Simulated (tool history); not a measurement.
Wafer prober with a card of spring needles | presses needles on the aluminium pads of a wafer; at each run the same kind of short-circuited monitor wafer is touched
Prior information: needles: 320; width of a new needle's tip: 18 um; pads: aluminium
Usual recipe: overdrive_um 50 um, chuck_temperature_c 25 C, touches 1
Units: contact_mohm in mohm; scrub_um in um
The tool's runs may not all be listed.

| run | day | overdrive_um | chuck_temperature_c | touches | contact_mohm | scrub_um |
|---|---|---|---|---|---|---|
| 1 | 0.000 | 50 | 25 | 1 | 210 | 9.60 |
|  | 0.221 | tips cleaned on abrasive film |
|  | 0.775 | tips cleaned on abrasive film |
|  | 1.325 | tips cleaned on abrasive film |
|  | 1.875 | tips cleaned on abrasive film |
| 2 | 2.142 | 50 | 25 | 1 | 218 | 9.58 |
|  | 2.367 | tips cleaned on abrasive film |
|  | 2.808 | tips cleaned on abrasive film |
|  | 2.929 | height of the first contact set anew |
|  | 3.262 | tips cleaned on abrasive film |
|  | 3.812 | tips cleaned on abrasive film |
|  | 4.254 | tips cleaned on abrasive film |
| 3 | 4.679 | 50 | 25 | 1 | 239 | 9.75 |
|  | 4.796 | tips cleaned on abrasive film |
|  | 5.346 | tips cleaned on abrasive film |
|  | 5.896 | tips cleaned on abrasive film |
|  | 6.446 | tips cleaned on abrasive film |
|  | 7.000 | tips cleaned on abrasive film |
|  | 7.550 | tips cleaned on abrasive film |
| 4 | 7.675 | 50 | 25 | 1 | 172 | 9.65 |
|  | 8.004 | tips cleaned on abrasive film |
|  | 8.450 | tips cleaned on abrasive film |
|  | 9.000 | tips cleaned on abrasive film |
|  | 9.550 | tips cleaned on abrasive film |
|  | 10.100 | tips cleaned on abrasive film |
| 5 | 10.229 | 50 | 25 | 1 | 176 | 9.47 |
|  | 10.562 | tips cleaned on abrasive film |
|  | 11.112 | tips cleaned on abrasive film |
|  | 11.583 | tips cleaned on abrasive film |
| 6 | 11.583 | 50 | 25 | 1 | 133 | 9.50 |
|  | 12.133 | tips cleaned on abrasive film |
|  | 12.683 | tips cleaned on abrasive film |
|  | 13.125 | tips cleaned on abrasive film |
|  | 13.467 | height of the first contact set anew |
|  | 13.688 | tips cleaned on abrasive film |
| 7 | 14.021 | 50 | 25 | 1 | 233 | 9.85 |
|  | 14.133 | tips cleaned on abrasive film |
|  | 14.575 | tips cleaned on abrasive film |
|  | 15.017 | tips cleaned on abrasive film |
|  | 15.458 | tips cleaned on abrasive film |
|  | 15.900 | tips cleaned on abrasive film |
|  | 16.342 | tips cleaned on abrasive film |
|  | 16.858 | tips cleaned on abrasive film |
| 8 | 16.858 | 50 | 25 | 1 | 124 | 9.71 |
|  | 17.300 | tips cleaned on abrasive film |
|  | 17.742 | tips cleaned on abrasive film |
|  | 18.292 | tips cleaned on abrasive film |
|  | 18.733 | tips cleaned on abrasive film |
| 9 | 18.862 | 64 | 25 | 1 | 166 | 12.47 |
|  | 19.192 | tips cleaned on abrasive film |
|  | 19.633 | tips cleaned on abrasive film |
|  | 20.075 | tips cleaned on abrasive film |
|  | 20.629 | tips cleaned on abrasive film |
|  | 21.071 | tips cleaned on abrasive film |
|  | 21.621 | tips cleaned on abrasive film |
| 10 | 21.762 | 64 | 25 | 1 | 159 | 12.36 |
|  | 22.096 | tips cleaned on abrasive film |
|  | 22.538 | tips cleaned on abrasive film |
|  | 23.088 | tips cleaned on abrasive film |
|  | 23.529 | tips cleaned on abrasive film |
|  | 23.979 | height of the first contact set anew |
|  | 24.092 | tips cleaned on abrasive film |
|  | 24.642 | tips cleaned on abrasive film |
| 11 | 24.700 | 36 | 25 | 2 | 179 | 7.06 |
|  | 25.142 | tips cleaned on abrasive film |
|  | 25.583 | tips cleaned on abrasive film |
|  | 26.025 | tips cleaned on abrasive film |
|  | 26.579 | tips cleaned on abrasive film |
|  | 27.021 | tips cleaned on abrasive film |
| 12 | 27.254 | 50 | 30 | 1 | 215 | 9.76 |
|  | 27.479 | tips cleaned on abrasive film |
|  | 27.921 | tips cleaned on abrasive film |
|  | 28.471 | tips cleaned on abrasive film |
| 13 | 28.642 | 54 | 99 | 1 | 199 | 10.52 |
|  | 28.975 | tips cleaned on abrasive film |
|  | 29.417 | tips cleaned on abrasive film |
|  | 29.967 | tips cleaned on abrasive film |
|  | 30.517 | tips cleaned on abrasive film |
|  | 31.071 | tips cleaned on abrasive film |
| 14 | 31.454 | 55 | 25 | 2 | 183 | 10.64 |
|  | 31.571 | tips cleaned on abrasive film |
|  | 32.012 | tips cleaned on abrasive film |
|  | 32.454 | tips cleaned on abrasive film |
|  | 33.004 | tips cleaned on abrasive film |
| 15 | 33.383 | 55 | 25 | 2 | 193 | 10.51 |
|  | 33.500 | tips cleaned on abrasive film |
|  | 33.942 | tips cleaned on abrasive film |
|  | 34.383 | tips cleaned on abrasive film |
|  | 34.504 | height of the first contact set anew |
|  | 34.946 | tips cleaned on abrasive film |
| 16 | 35.125 | 50 | 40 | 1 | 206 | 9.90 |

Each row is a separate what-if for the run after 16, all from the same tool condition, not one after another. Results?
|  | 35.458 | tips cleaned on abrasive film |
|  | 35.900 | tips cleaned on abrasive film |
|  | 36.342 | tips cleaned on abrasive film |
|  | 36.783 | tips cleaned on abrasive film |
| A | 36.858 | 50 | 31 | 1 | ? | ? |
|  | 35.458 | tips cleaned on abrasive film |
|  | 35.900 | tips cleaned on abrasive film |
|  | 36.342 | tips cleaned on abrasive film |
|  | 36.783 | tips cleaned on abrasive film |
| B | 36.858 | 45 | 48 | 1 | ? | ? |
|  | 35.458 | tips cleaned on abrasive film |
|  | 35.900 | tips cleaned on abrasive film |
|  | 36.342 | tips cleaned on abrasive film |
|  | 36.783 | tips cleaned on abrasive film |
| C | 36.858 | 63 | 54 | 2 | ? | ? |

| run | contact_mohm | scrub_um |
|---|---|---|
| A | 161 | 9.75 |
| B | 175 | 8.72 |
| C | 136 | 12.31 |
With the hidden condition removed and each run's random variation left untouched, the same runs would have given:
| run | contact_mohm | scrub_um |
|---|---|---|
| A | 113 | 9.86 |
| B | 118 | 8.84 |
| C | 115 | 12.43 |
